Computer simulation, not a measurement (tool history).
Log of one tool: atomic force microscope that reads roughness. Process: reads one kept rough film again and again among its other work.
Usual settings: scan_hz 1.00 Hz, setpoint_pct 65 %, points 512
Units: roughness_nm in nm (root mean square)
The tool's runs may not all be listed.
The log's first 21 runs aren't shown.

run	day	scan_hz	setpoint_pct	points	pictures with this tip	hours of work since the height scale was calibrated	roughness_nm
22	13.379	3.65	81	258	130	607	2.451
23	13.788	3.65	81	258	139	613	2.433
24	14.204	1.00	61	642	149	618	2.672
25	15.088	1.00	68	512	170	630	2.616
26	15.538	1.00	68	512	180	636	2.599
27	16.412	1.00	68	512	200	648	2.573
28	16.858	0.62	89	915	211	654	2.518
29	17.333	0.55	89	423	222	661	2.525
30	17.812	3.15	78	929	233	667	2.393
# day 17.912: new tip fitted
31	18.550	3.15	78	929	15	677	2.730

3 ways to go on from here, each from the tool as it stands after run 31. What would each give?
A	19.346	1.00	81	512	33	688	?
B	19.346	3.15	78	843	33	688	?
C	19.346	3.86	73	454	33	688	?

run	roughness_nm
A	2.822
B	2.679
C	2.673
Without the tool's hidden state the same runs would have given:
run	roughness_nm
A	2.934
B	2.785
C	2.779
